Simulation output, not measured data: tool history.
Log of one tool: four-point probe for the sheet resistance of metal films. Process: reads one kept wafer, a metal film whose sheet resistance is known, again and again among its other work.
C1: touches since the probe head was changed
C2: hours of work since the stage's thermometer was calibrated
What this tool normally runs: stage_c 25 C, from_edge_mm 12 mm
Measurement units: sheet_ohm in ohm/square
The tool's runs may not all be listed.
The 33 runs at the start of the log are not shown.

{"run": 34, "day": 18.05, "stage_c": 19, "from_edge_mm": 50, "C1": 85503, "C2": 431, "sheet_ohm": 1.230325}
{"run": 35, "day": 18.675, "stage_c": 19, "from_edge_mm": 15, "C1": 86329, "C2": 442, "sheet_ohm": 1.230123}
{"run": 36, "day": 19.283, "stage_c": 25, "from_edge_mm": 36, "C1": 87136, "C2": 453, "sheet_ohm": 1.229062}
{"run": 37, "day": 19.846, "stage_c": 32, "from_edge_mm": 11, "C1": 87885, "C2": 463, "sheet_ohm": 1.229296}
{"run": 38, "day": 20.567, "stage_c": 32, "from_edge_mm": 11, "C1": 88838, "C2": 476, "sheet_ohm": 1.229139}
{"run": 39, "day": 20.983, "stage_c": 32, "from_edge_mm": 21, "C1": 89394, "C2": 484, "sheet_ohm": 1.228415}
{"run": 40, "day": 21.462, "stage_c": 32, "from_edge_mm": 21, "C1": 90024, "C2": 493, "sheet_ohm": 1.228372}
{"run": 41, "day": 21.767, "stage_c": 25, "from_edge_mm": 15, "C1": 90432, "C2": 498, "sheet_ohm": 1.230119}

Consider 4 possible next runs. They are alternatives, not a sequence: every one starts from the tool as it was left by run 41. What does each give?
{"run": "A", "day": 22.512, "stage_c": 26, "from_edge_mm": 12, "C1": 91418, "C2": 512, "sheet_ohm": "?"}
{"run": "B", "day": 22.512, "stage_c": 29, "from_edge_mm": 12, "C1": 91418, "C2": 512, "sheet_ohm": "?"}
{"run": "C", "day": 22.512, "stage_c": 21, "from_edge_mm": 50, "C1": 91418, "C2": 512, "sheet_ohm": "?"}
{"run": "D", "day": 22.512, "stage_c": 19, "from_edge_mm": 4, "C1": 91418, "C2": 512, "sheet_ohm": "?"}

run=A sheet_ohm=1.230671
run=B sheet_ohm=1.229857
run=C sheet_ohm=1.23042
run=D sheet_ohm=1.240599
Take away the tool's hidden state, keep each run's random variation, and the runs would have read:
run=A sheet_ohm=1.2191
run=B sheet_ohm=1.218296
run=C sheet_ohm=1.218848
run=D sheet_ohm=1.228937
